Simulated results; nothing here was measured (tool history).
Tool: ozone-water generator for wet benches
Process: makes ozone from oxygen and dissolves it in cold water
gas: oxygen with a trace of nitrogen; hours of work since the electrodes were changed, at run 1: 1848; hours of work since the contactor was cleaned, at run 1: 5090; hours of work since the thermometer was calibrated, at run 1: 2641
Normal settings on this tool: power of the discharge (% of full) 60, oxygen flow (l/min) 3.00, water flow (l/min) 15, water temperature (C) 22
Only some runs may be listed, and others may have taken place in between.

run     day  power of the discharge (% of full)  oxygen flow (l/min)  water flow (l/min)  water temperature (C)  hours of work since the electrodes were changed  hours of work since the contactor was cleaned  hours of work since the thermometer was calibrated  dissolved ozone (ppm)  ozone in the gas ahead of the water (g/m3)
  1   0.000                                  60                 3.00                  15                     22                                             1848                                           5090                                                2641                   20.5                                       230.0
  2   1.762                                  60                 3.00                  15                     21                                             1888                                           5131                                                2681                   20.4                                       230.2
  3   4.600                                  60                 3.00                  15                     21                                             1953                                           5196                                                2746                   20.4                                       228.7
  4   7.229                                  60                 3.00                  15                     21                                             2013                                           5256                                                2806                   20.3                                       228.9
  5   8.938                                  60                 3.00                  15                     22                                             2052                                           5295                                                2845                   20.3                                       227.5
  6  10.508                                  60                 3.00                  15                     22                                             2088                                           5331                                                2881                   20.2                                       229.9
  7  12.288                                  62                 3.00                  15                     22                                             2128                                           5371                                                2922                   20.4                                       234.7
  8  15.012                                  60                 3.00                  15                     22                                             2191                                           5434                                                2984                   20.3                                       231.2
  9  16.179                                  60                 1.77                  10                     29                                             2217                                           5460                                                3011                   25.4                                       313.0
 10  17.421                                  60                 1.77                  10                     29                                             2246                                           5489                                                3039                   25.6                                       311.3
 11  19.342                                  60                 1.77                  10                     29                                             2290                                           5533                                                3083                   25.0                                       312.0
 12  20.812                                  82                 3.58                  15                     22                                             2323                                           5566                                                3117                   23.5                                       244.4
 13  23.583                                  82                 3.58                  15                     22                                             2387                                           5630                                                3180                   23.4                                       241.6
 14  25.879                                  71                 3.58                  10                     22                                             2439                                           5682                                                3233                   28.6                                       224.9
 15  27.138                                  95                 4.27                  22                     19                                             2468                                           5711                                                3262                   19.3                                       238.5
 16  28.471                                  95                 4.27                  22                     19                                             2498                                           5741                                                3292                   19.0                                       235.0

Here are 5 independent what-if runs from the current tool condition. What would each one return?
  A  30.500                                  78                 3.41                  15                     27                                             2545                                           5788                                                3338                      ?                                           ?
  B  30.500                                  60                 4.21                  15                     22                                             2545                                           5788                                                3338                      ?                                           ?
  C  30.500                                  59                 4.27                  22                     19                                             2545                                           5788                                                3338                      ?                                           ?
  D  30.500                                  95                 4.51                  22                     20                                             2545                                           5788                                                3338                      ?                                           ?
  E  30.500                                  95                 2.21                  10                     17                                             2545                                           5788                                                3338                      ?                                           ?

run  dissolved ozone (ppm)  ozone in the gas ahead of the water (g/m3)
  A                   21.3                                       244.5
  B                   19.5                                       185.8
  C                   15.0                                       183.4
  D                   18.9                                       229.0
  E                   37.5                                       342.5
Had the tool no hidden state, the same runs would have come out as:
run  dissolved ozone (ppm)  ozone in the gas ahead of the water (g/m3)
  A                   23.9                                       257.8
  B                   21.7                                       194.5
  C                   16.9                                       191.9
  D                   21.6                                       242.7
  E                   41.8                                       362.9
